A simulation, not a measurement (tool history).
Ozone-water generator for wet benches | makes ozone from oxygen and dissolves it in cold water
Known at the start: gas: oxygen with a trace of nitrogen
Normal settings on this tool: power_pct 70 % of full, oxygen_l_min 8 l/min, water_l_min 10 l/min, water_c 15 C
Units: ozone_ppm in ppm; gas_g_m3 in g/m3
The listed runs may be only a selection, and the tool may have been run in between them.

run 1 hour=0 | power_pct=70 oxygen_l_min=8 water_l_min=10 water_c=15 | ozone_ppm=34.7 gas_g_m3=205
run 2 hour=29.9 | power_pct=70 oxygen_l_min=8 water_l_min=10 water_c=15 | ozone_ppm=34.6 gas_g_m3=205.9
run 3 hour=49.4 | power_pct=70 oxygen_l_min=5.37 water_l_min=10 water_c=15 | ozone_ppm=37.9 gas_g_m3=260.8
run 4 hour=71.2 | power_pct=70 oxygen_l_min=6.06 water_l_min=10 water_c=15 | ozone_ppm=37.2 gas_g_m3=243.8
run 5 hour=86.6 | power_pct=70 oxygen_l_min=8 water_l_min=10 water_c=15 | ozone_ppm=35.2 gas_g_m3=204.9
run 6 hour=106.7 | power_pct=70 oxygen_l_min=8 water_l_min=10 water_c=15 | ozone_ppm=34.5 gas_g_m3=207.1
run 7 hour=120.5 | power_pct=70 oxygen_l_min=8 water_l_min=10 water_c=15 | ozone_ppm=34.2 gas_g_m3=206.5
run 8 hour=149.4 | power_pct=74 oxygen_l_min=8 water_l_min=10 water_c=15 | ozone_ppm=36.2 gas_g_m3=214.3
run 9 hour=177.9 | power_pct=70 oxygen_l_min=8 water_l_min=10 water_c=15 | ozone_ppm=34.7 gas_g_m3=206.3
run 10 hour=194.1 | power_pct=70 oxygen_l_min=8 water_l_min=10 water_c=15 | ozone_ppm=34.3 gas_g_m3=206.4
run 11 hour=212.3 | power_pct=70 oxygen_l_min=8 water_l_min=10 water_c=15 | ozone_ppm=34.2 gas_g_m3=205.6
run 12 hour=227 | power_pct=70 oxygen_l_min=8 water_l_min=10 water_c=15 | ozone_ppm=34.6 gas_g_m3=207.1
run 13 hour=240.2 | power_pct=70 oxygen_l_min=8 water_l_min=10 water_c=16 | ozone_ppm=33.5 gas_g_m3=204.9
run 14 hour=263.9 | power_pct=87 oxygen_l_min=8 water_l_min=10 water_c=12 | ozone_ppm=43.7 gas_g_m3=244.6
run 15 hour=294.7 | power_pct=47 oxygen_l_min=8 water_l_min=7 water_c=12 | ozone_ppm=32.8 gas_g_m3=148.4
run 16 hour=316.3 | power_pct=84 oxygen_l_min=8 water_l_min=16 water_c=12 | ozone_ppm=29.7 gas_g_m3=237
run 17 hour=347.1 | power_pct=62 oxygen_l_min=8 water_l_min=10 water_c=15 | ozone_ppm=31.6 gas_g_m3=185.9
run 18 hour=368.6 | power_pct=64 oxygen_l_min=8 water_l_min=10 water_c=14 | ozone_ppm=32.9 gas_g_m3=190.6
run 19 hour=384.3 | power_pct=45 oxygen_l_min=7.21 water_l_min=13 water_c=10 | ozone_ppm=22.8 gas_g_m3=152.8
run 20 hour=403.5 | power_pct=45 oxygen_l_min=7.21 water_l_min=13 water_c=10 | ozone_ppm=22.4 gas_g_m3=151.7
run 21 hour=428.2 | power_pct=70 oxygen_l_min=6.67 water_l_min=15 water_c=16 | ozone_ppm=26.1 gas_g_m3=226.9
run 22 hour=450.4 | power_pct=70 oxygen_l_min=6.67 water_l_min=15 water_c=7 | ozone_ppm=30.5 gas_g_m3=227.4
run 23 hour=470.9 | power_pct=53 oxygen_l_min=6.67 water_l_min=15 water_c=7 | ozone_ppm=24.2 gas_g_m3=179.9
run 24 hour=483.6 | power_pct=53 oxygen_l_min=6.67 water_l_min=15 water_c=7 | ozone_ppm=23.9 gas_g_m3=180.7
run 25 hour=511.5 | power_pct=70 oxygen_l_min=8 water_l_min=10 water_c=9 | ozone_ppm=39 gas_g_m3=204.1

Branching from run 25: 5 alternative next runs. What would each branch give?
run A hour=526.8 | power_pct=50 oxygen_l_min=14.14 water_l_min=7 water_c=9 | ozone_ppm=? gas_g_m3=?
run B hour=526.8 | power_pct=70 oxygen_l_min=6.22 water_l_min=10 water_c=15 | ozone_ppm=? gas_g_m3=?
run C hour=526.8 | power_pct=70 oxygen_l_min=8 water_l_min=12 water_c=10 | ozone_ppm=? gas_g_m3=?
run D hour=526.8 | power_pct=70 oxygen_l_min=8.9 water_l_min=15 water_c=18 | ozone_ppm=? gas_g_m3=?
run E hour=526.8 | power_pct=70 oxygen_l_min=8 water_l_min=10 water_c=17 | ozone_ppm=? gas_g_m3=?

run=A ozone_ppm=30.6 gas_g_m3=110.3
run=B ozone_ppm=36.5 gas_g_m3=235.4
run=C ozone_ppm=33.6 gas_g_m3=205
run=D ozone_ppm=23.8 gas_g_m3=189.1
run=E ozone_ppm=32.9 gas_g_m3=201.7
Without the tool's unlogged condition, the same runs would have read:
run=A ozone_ppm=30.6 gas_g_m3=112.6
run=B ozone_ppm=36.5 gas_g_m3=240.2
run=C ozone_ppm=33.7 gas_g_m3=209.2
run=D ozone_ppm=23.9 gas_g_m3=193
run=E ozone_ppm=32.9 gas_g_m3=205.9
